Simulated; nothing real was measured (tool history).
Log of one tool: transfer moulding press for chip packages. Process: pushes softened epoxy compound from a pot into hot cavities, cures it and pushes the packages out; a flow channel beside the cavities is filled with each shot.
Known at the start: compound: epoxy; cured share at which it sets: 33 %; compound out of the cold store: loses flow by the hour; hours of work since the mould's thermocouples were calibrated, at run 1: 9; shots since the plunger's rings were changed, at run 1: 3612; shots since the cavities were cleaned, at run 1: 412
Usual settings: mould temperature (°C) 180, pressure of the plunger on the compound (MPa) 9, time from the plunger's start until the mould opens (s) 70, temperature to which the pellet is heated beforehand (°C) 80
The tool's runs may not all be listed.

| run | hour | mould temperature (°C) | pressure of the plunger on the compound (MPa) | time from the plunger's start until the mould opens (s) | temperature to which the pellet is heated beforehand (°C) | hours of work since the mould's thermocouples were calibrated | shots since the plunger's rings were changed | shots since the cavities were cleaned | incoming compound's hours out of the cold store | length that the compound runs in the flow channel (mm) | greatest force on the pins that push the packages out (N) |
|---|---|---|---|---|---|---|---|---|---|---|---|
| 1 | 0 | 180 | 9 | 70 | 80 | 9 | 3612 | 412 | 37.2 | 691 | 1001 |
| 2 | 12.5 | 180 | 9 | 70 | 80 | 18 | 3799 | 599 | 16.6 | 766 | 1183 |
| 3 | 23.2 | 180 | 7.86 | 70 | 80 | 25 | 3959 | 759 | 16.1 | 715 | 1203 |
|  | 29.2 | cavities cleaned with cleaning compound and waxed |
| 4 | 33 | 180 | 9 | 70 | 80 | 31 | 4083 | 57 | 33.9 | 695 | 924 |
|  | 44.3 | plunger's sealing rings changed |
| 5 | 53 | 180 | 9 | 70 | 80 | 43 | 130 | 318 | 18.5 | 788 | 1080 |
| 6 | 63.1 | 180 | 10.6 | 70 | 80 | 50 | 281 | 469 | 17.6 | 862 | 1143 |
| 7 | 73.1 | 180 | 10.6 | 70 | 80 | 57 | 430 | 618 | 8.9 | 896 | 1210 |
|  | 88.2 | cavities cleaned with cleaning compound and waxed |
| 8 | 92.4 | 180 | 10.6 | 70 | 80 | 69 | 696 | 62 | 41.2 | 764 | 900 |
| 9 | 111.1 | 172 | 9 | 70 | 80 | 81 | 976 | 342 | 32.7 | 747 | 1804 |
| 10 | 125.8 | 172 | 9 | 70 | 80 | 91 | 1195 | 561 | 23.9 | 780 | 1961 |
|  | 128.7 | mould's thermocouples calibrated |
| 11 | 141.8 | 172 | 9 | 70 | 80 | 9 | 1404 | 770 | 46.8 | 691 | 1747 |
|  | 147 | cavities cleaned with cleaning compound and waxed |
| 12 | 152.8 | 172 | 9 | 70 | 80 | 15 | 1546 | 86 | 45.6 | 697 | 1481 |
| 13 | 167.6 | 172 | 9 | 70 | 80 | 25 | 1767 | 307 | 31.4 | 750 | 1757 |
| 14 | 177.1 | 180 | 8.93 | 70 | 80 | 32 | 1910 | 450 | 36.1 | 704 | 1066 |
| 15 | 193.3 | 180 | 10.96 | 52 | 71 | 43 | 2152 | 692 | 43.9 | 749 | 2324 |
|  | 203.6 | cavities cleaned with cleaning compound and waxed |
| 16 | 207.1 | 185 | 10.96 | 70 | 71 | 51 | 2335 | 52 | 42.5 | 743 | 687 |
| 17 | 216.6 | 172 | 9 | 70 | 80 | 58 | 2478 | 195 | 10.8 | 832 | 1851 |
|  | 228 | mould's thermocouples calibrated, once more |
| 18 | 228 | 180 | 9 | 54 | 74 | 0 | 2617 | 334 | 23 | 758 | 2092 |
| 19 | 245.5 | 180 | 9 | 54 | 74 | 12 | 2879 | 596 | 23.9 | 746 | 2304 |
| 20 | 259.3 | 180 | 9 | 54 | 74 | 21 | 3085 | 802 | 10.2 | 798 | 2600 |
|  | 262.2 | cavities cleaned with cleaning compound and waxed |
| 21 | 279.1 | 180 | 9 | 54 | 74 | 34 | 3359 | 253 | 19.2 | 758 | 2049 |
| 22 | 289.4 | 177 | 10.17 | 57 | 75 | 41 | 3513 | 407 | 43.1 | 721 | 1939 |
| 23 | 299.1 | 184 | 9.03 | 57 | 84 | 47 | 3658 | 552 | 19.5 | 749 | 1481 |
| 24 | 316.1 | 186 | 9 | 69 | 81 | 59 | 3912 | 806 | 9 | 783 | 845 |
|  | 318.5 | cavities cleaned with cleaning compound and waxed |
| 25 | 330.6 | 186 | 7.76 | 85 | 79 | 68 | 4106 | 182 | 21.9 | 677 | 506 |
|  | 340.5 | plunger's sealing rings changed |
| 26 | 343.5 | 180 | 10.42 | 70 | 80 | 75 | 46 | 337 | 25.7 | 822 | 1034 |
| 27 | 357.1 | 180 | 8.46 | 52 | 88 | 84 | 249 | 540 | 8.4 | 810 | 2342 |
| 28 | 374.6 | 180 | 7.81 | 88 | 90 | 96 | 511 | 802 | 21.9 | 715 | 680 |

Some steps in length that the compound runs in the flow channel (mm) between neighbouring runs. How much of each would the tool show without its hidden state too (settings, what came in, random variation), and how much is left for the hidden state, with any gauge scatter that isn't in both results?
The hidden state here: true mould temperature over the reading, C; pressure that reaches the compound, % of what is set; grip of the stained cavities, % over clean ones'; drift of the gauge itself on flow_mm, %; drift of the gauge itself on push_out_n, %.
Run 4 -> 5: plunger's sealing rings changed. length that the compound runs in the flow channel (mm) +93: hidden state +32, all else +61.
Run 7 -> 8: cavities cleaned with cleaning compound and waxed. length that the compound runs in the flow channel (mm) -132: hidden state -1, all else -131.
Run 25 -> 26: mould temperature (°C) 186 -> 180, pressure of the plunger on the compound (MPa) 7.76 -> 10.42, time from the plunger's start until the mould opens (s) 85 -> 70, temperature to which the pellet is heated beforehand (°C) 79 -> 80, plunger's sealing rings changed. length that the compound runs in the flow channel (mm) +145: hidden state +32, all else +113.
